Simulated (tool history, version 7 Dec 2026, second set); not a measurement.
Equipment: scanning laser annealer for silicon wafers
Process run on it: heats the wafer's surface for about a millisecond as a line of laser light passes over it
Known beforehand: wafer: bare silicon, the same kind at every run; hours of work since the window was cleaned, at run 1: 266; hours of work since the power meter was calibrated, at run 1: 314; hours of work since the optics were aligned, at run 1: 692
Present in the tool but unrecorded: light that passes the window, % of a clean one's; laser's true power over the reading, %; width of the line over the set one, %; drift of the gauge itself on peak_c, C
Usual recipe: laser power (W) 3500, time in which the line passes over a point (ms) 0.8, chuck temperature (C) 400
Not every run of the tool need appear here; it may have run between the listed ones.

run	hour	laser power (W)	time in which the line passes over a point (ms)	chuck temperature (C)	hours of work since the window was cleaned	hours of work since the power meter was calibrated	hours of work since the optics were aligned	highest temperature of the surface (C)
1	0	3500	0.8	400	266	314	692	1202
2	14.5	3500	0.8	400	275	324	701	1199
3	24.2	3500	0.8	400	281	330	707	1197
4	35	3117	0.8	400	289	337	714	1086
5	52.1	3500	0.8	384	300	348	725	1183
6	71.5	3500	0.99	400	312	361	738	1294
7	85.6	3500	0.603	400	321	370	747	1091
8	96.3	3500	0.715	400	328	377	754	1152
9	114.5	3500	0.8	393	340	389	766	1191
10	124.4	3500	0.8	430	347	395	772	1228
11	142	3500	0.8	400	358	407	784	1198
12	164.6	3500	0.8	366	373	421	798	1165
13	182.6	3500	0.8	366	384	433	810	1168
14	200.7	3500	0.8	366	396	445	822	1164
15	222.5	3500	0.8	366	410	459	836	1168
16	236.5	3500	0.8	366	419	468	845	1165
17	246.8	3500	0.8	389	426	475	852	1186
18	256.6	3500	0.8	409	432	481	858	1208
19	268.7	3500	0.8	409	440	489	866	1208
20	285.5	3500	0.8	361	451	500	877	1161
21	298.2	3500	0.8	361	459	508	885	1162
22	318.3	3500	0.8	362	472	521	898	1158
23	332.1	3500	0.866	369	481	530	907	1201
24	351.4	3500	0.866	369	494	543	920	1201
25	372.6	3500	0.712	413	508	556	934	1163
26	392.9	3051	0.594	389	521	569	947	957
27	410.9	3341	0.594	432	532	581	958	1071
28	420.2	3421	0.886	363	539	587	964	1179
29	440.7	3500	0.957	400	552	601	978	1276
30	455.1	3500	0.957	400	561	610	987	1280
31	470.5	3500	0.957	400	571	620	997	1278
32	487.2	3402	0.561	430	582	631	1008	1064
33	509.7	3130	0.561	430	597	645	1023	998
34	520.2	3130	0.561	430	603	652	1029	999
35	542.6	3081	0.839	432	618	667	1044	1122
36	558.4	3081	0.839	404	628	677	1054	1100
37	570.2	3081	0.839	404	636	685	1062	1100
38	583.6	3714	0.855	391	645	693	1070	1285
39	603.9	3714	0.855	402	658	706	1084	1296
40	624.5	3714	0.855	406	671	720	1097	1299
41	643.2	3578	0.618	400	683	732	1109	1117

Predict each of these 4 candidate next runs independently; none follows another, all start after run 41:
A	656.8	3816	0.885	362	692	741	1118	?
B	656.8	2977	0.628	372	692	741	1118	?
C	656.8	3500	0.947	377	692	741	1118	?
D	656.8	3447	0.8	373	692	741	1118	?

run	highest temperature of the surface (C)
A	1306
B	938
C	1250
D	1159
The same runs, with their run-to-run variation unchanged, on a tool lacking any hidden condition would have given:
run	highest temperature of the surface (C)
A	1308
B	940
C	1252
D	1161
